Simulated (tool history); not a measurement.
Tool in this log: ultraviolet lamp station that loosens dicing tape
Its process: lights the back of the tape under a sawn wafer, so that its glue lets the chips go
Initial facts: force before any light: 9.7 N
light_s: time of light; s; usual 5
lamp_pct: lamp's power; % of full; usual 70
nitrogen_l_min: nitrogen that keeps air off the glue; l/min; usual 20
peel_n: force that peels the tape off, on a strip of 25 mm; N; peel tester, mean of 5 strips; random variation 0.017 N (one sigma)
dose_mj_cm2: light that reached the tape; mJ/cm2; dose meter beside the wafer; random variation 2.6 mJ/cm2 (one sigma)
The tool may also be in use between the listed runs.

run   hour  light_s  lamp_pct  nitrogen_l_min  peel_n  dose_mj_cm2
  1    0.0        5        70              20   1.021          288
  2   11.1        5        70              20   1.009          291
  3   18.8        5        70              20   1.012          293
  4   26.8        5        70              20   1.053          293
  5   36.9        5        70              20   1.006          286
  6   46.3        5        75              20   0.856          309
  7   56.7        5        75              20   0.902          310
  8   64.8        5        70              20   1.070          291
  9   78.5        5        70              20   1.031          289
 10   87.6        6        70              20   0.745          345
 11   96.6        6        70              20   0.694          345
 12  108.1        6        70              20   0.703          342
 13  115.3        6        70              20   0.713          342
 14  122.4        5        70              20   1.067          282
     123.5  -- window cleaned of glue's vapour
 15  133.2        5        70               9   2.008          281
 16  145.3        5        70               9   1.925          280
 17  156.5        5        70              20   1.077          279
     158.2  -- window cleaned of glue's vapour, once more
 18  170.6        5        70              20   0.868          301
 19  184.3        5        84              20   0.626          362
 20  196.5        5        84              20   0.612          361
 21  202.8        5        84              20   0.644          366
 22  215.7        8        90              21   0.191          617
 23  225.4        5        90              35   0.342          391
 24  238.1        3        70              20   2.252          182
 25  245.0        5        71               7   1.963          307
 26  252.6        2        69              20   3.863          121
 27  264.4        2        69              20   3.709          119
 28  274.1        3        67              35   1.796          175
 29  285.0        3        67              35   1.826          171
 30  295.5        9        72              20   0.251          551
 31  309.1        9        61              38   0.214          471
 32  318.6        9        61              38   0.220          469
 33  332.0        9        61              38   0.226          471
 34  344.5        5        75              11   1.330          324
 35  353.9        8        98              16   0.214          666
 36  361.1        9        98              16   0.178          748
 37  368.8        9        98              16   0.180          754
 38  379.7        5        75              28   0.624          319
 39  387.9        5        75              28   0.624          317
 40  393.9        5        75              28   0.651          317
 41  399.8        5        77              28   0.606          329
 42  410.9        5        77              28   0.599          325

How would selected steps in peel_n from run to run divide? Give the signed amount a tool lacking its hidden state would still show from settings, what came in and random variation, and the signed amount left for the hidden state, including any gauge scatter that is not in both of the compared results.
The hidden state here: lamp's light, % of a new lamp's; light that the window lets through, % of a clean one's; drift of the gauge itself on peel_n, %; drift of the gauge itself on dose_mj_cm2, %.
Run 14 -> 15: nitrogen_l_min 20 -> 9, window cleaned of glue's vapour. peel_n +0.941 N: hidden state +0.170, all else +0.771.
Run 17 -> 18: window cleaned of glue's vapour, once more. peel_n -0.209 N: hidden state -0.182, all else -0.027.
Run 23 -> 24: light_s 5 -> 3, lamp_pct 90 -> 70, nitrogen_l_min 35 -> 20. peel_n +1.910 N: hidden state +0.152, all else +1.758.
Run 25 -> 26: light_s 5 -> 2, lamp_pct 71 -> 69, nitrogen_l_min 7 -> 20. peel_n +1.900 N: hidden state +0.050, all else +1.850.
Run 27 -> 28: light_s 2 -> 3, lamp_pct 69 -> 67, nitrogen_l_min 20 -> 35. peel_n -1.913 N: hidden state -0.042, all else -1.871.
Run 29 -> 30: light_s 3 -> 9, lamp_pct 67 -> 72, nitrogen_l_min 35 -> 20. peel_n -1.575 N: hidden state -0.168, all else -1.407.
